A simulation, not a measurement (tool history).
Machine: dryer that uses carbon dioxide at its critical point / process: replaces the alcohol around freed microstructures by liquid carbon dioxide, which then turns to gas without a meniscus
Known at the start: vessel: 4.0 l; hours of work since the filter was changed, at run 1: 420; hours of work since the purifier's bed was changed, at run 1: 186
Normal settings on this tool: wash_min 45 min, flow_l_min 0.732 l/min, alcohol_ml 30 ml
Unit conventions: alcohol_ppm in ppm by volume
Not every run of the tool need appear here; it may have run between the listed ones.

run,hour,wash_min,flow_l_min,alcohol_ml,hours of work since the filter was changed,hours of work since the purifier's bed was changed,alcohol_ppm
1,0.0,45,0.732,30,420,186,79
2,19.9,45,0.732,30,427,193,67
3,36.0,45,0.732,30,432,198,73
# hour 52.7: inlet filter changed
4,52.7,45,0.732,30,0,203,68
5,71.9,45,0.732,30,7,210,65
6,89.5,45,0.732,30,12,216,65
7,106.9,45,0.732,30,18,222,65
8,123.6,31,0.732,30,24,227,131
9,143.9,31,0.732,30,31,234,133
10,160.1,31,0.732,30,36,240,133
11,176.5,31,0.732,30,42,245,139
12,197.4,45,0.489,40,49,252,186
13,217.3,45,0.732,44,56,259,69
14,236.4,45,0.940,30,62,265,62
15,253.3,29,1.208,77,68,271,83
16,267.3,29,1.208,77,72,276,87

What if the next run were any one of these 3? Each begins from the tool's condition after run 16:
A,288.0,45,0.732,30,79,283,?
B,288.0,34,1.208,77,79,283,?
C,288.0,29,1.208,61,79,283,?

run,alcohol_ppm
A,80
B,77
C,83
Had the tool no hidden state, the same runs would have come out as:
run,alcohol_ppm
A,14
B,12
C,18
